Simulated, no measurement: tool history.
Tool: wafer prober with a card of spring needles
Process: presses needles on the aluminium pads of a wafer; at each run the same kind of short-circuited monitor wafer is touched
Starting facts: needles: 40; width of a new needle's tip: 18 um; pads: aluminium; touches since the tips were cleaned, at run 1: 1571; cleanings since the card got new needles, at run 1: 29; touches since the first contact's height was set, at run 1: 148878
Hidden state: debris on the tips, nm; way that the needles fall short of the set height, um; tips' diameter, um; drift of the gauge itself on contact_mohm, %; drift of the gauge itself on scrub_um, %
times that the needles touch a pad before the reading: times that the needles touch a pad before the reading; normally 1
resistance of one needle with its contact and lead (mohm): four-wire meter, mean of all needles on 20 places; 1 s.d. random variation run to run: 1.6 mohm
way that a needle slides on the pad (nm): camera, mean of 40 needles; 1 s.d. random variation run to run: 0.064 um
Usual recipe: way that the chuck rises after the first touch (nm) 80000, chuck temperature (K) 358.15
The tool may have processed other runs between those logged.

run,day,way that the chuck rises after the first touch (nm),chuck temperature (K),times that the needles touch a pad before the reading,touches since the tips were cleaned,cleanings since the card got new needles,touches since the first contact's height was set,resistance of one needle with its contact and lead (mohm),way that a needle slides on the pad (nm)
1,0,80000,358.15,1,1571,29,148878,228,17170
# day 0.275: tips cleaned on abrasive film
# day 0.762: tips cleaned on abrasive film
2,0.85,80000,358.15,1,1041,31,158974,227,17080
# day 1.196: tips cleaned on abrasive film
3,1.433,80000,358.15,1,2819,32,165918,230,17190
# day 1.654: tips cleaned on abrasive film
# day 2.083: tips cleaned on abrasive film
# day 2.504: tips cleaned on abrasive film
4,2.583,80000,358.15,1,928,35,179560,234,17110
# day 2.938: tips cleaned on abrasive film
# day 3.417: tips cleaned on abrasive film
5,3.454,80000,358.15,1,428,37,189909,233,17170
# day 3.871: tips cleaned on abrasive film
6,4.017,80000,358.15,1,1735,38,196628,231,17040
# day 4.296: tips cleaned on abrasive film
7,4.688,80000,358.15,1,4671,39,204600,230,17150
# day 4.783: tips cleaned on abrasive film
# day 5.242: tips cleaned on abrasive film
# day 5.654: tips cleaned on abrasive film
8,5.933,80000,358.15,1,3321,42,219401,230,17220
# day 6.121: tips cleaned on abrasive film
# day 6.567: tips cleaned on abrasive film
9,6.854,80000,358.15,1,3483,44,230396,230,17080
# day 7.038: tips cleaned on abrasive film
# day 7.442: tips cleaned on abrasive film
10,7.7,80000,358.15,1,3084,46,240424,228,17180
# day 7.892: tips cleaned on abrasive film
# day 8.271: height of the first contact set anew
# day 8.375: tips cleaned on abrasive film
11,8.592,80000,358.15,1,2577,48,3782,229,17200
# day 8.796: tips cleaned on abrasive film
12,9.154,80000,358.15,1,4320,49,10513,230,17180
# day 9.258: tips cleaned on abrasive film
# day 9.688: tips cleaned on abrasive film
13,9.833,80000,358.15,1,1759,51,18566,232,17100
# day 10.104: tips cleaned on abrasive film
# day 10.554: tips cleaned on abrasive film
# day 11.004: tips cleaned on abrasive film
14,11.058,67000,358.15,1,649,54,33114,234,14480
# day 11.479: tips cleaned on abrasive film
# day 11.938: tips cleaned on abrasive film
15,11.983,87000,358.15,1,569,56,44114,231,18760
# day 12.346: tips cleaned on abrasive film
# day 12.817: tips cleaned on abrasive film
16,12.929,87000,358.15,1,1321,58,55331,228,18640
# day 13.279: tips cleaned on abrasive film
# day 13.742: tips cleaned on abrasive film
17,13.912,74000,349.15,3,2044,60,67029,228,15850
# day 14.158: tips cleaned on abrasive film
# day 14.592: tips cleaned on abrasive film
18,14.979,74000,349.15,3,4676,62,79744,227,15930
# day 15.062: tips cleaned on abrasive film
# day 15.508: tips cleaned on abrasive film
19,15.712,74000,349.15,3,2467,64,88463,226,15840

Run 20, settings as shown, results not yet in. Your forecast:
# day 15.921: tips cleaned on abrasive film
# day 16.346: tips cleaned on abrasive film
20,16.5,99000,359.15,1,1840,66,97764,?,?

Run 20 gave resistance of one needle with its contact and lead (mohm) 228, way that a needle slides on the pad (nm) 21190.
Take away the tool's hidden state, keep the run-to-run variation as it was, and the same run would have given resistance of one needle with its contact and lead (mohm) 228, way that a needle slides on the pad (nm) 21200.
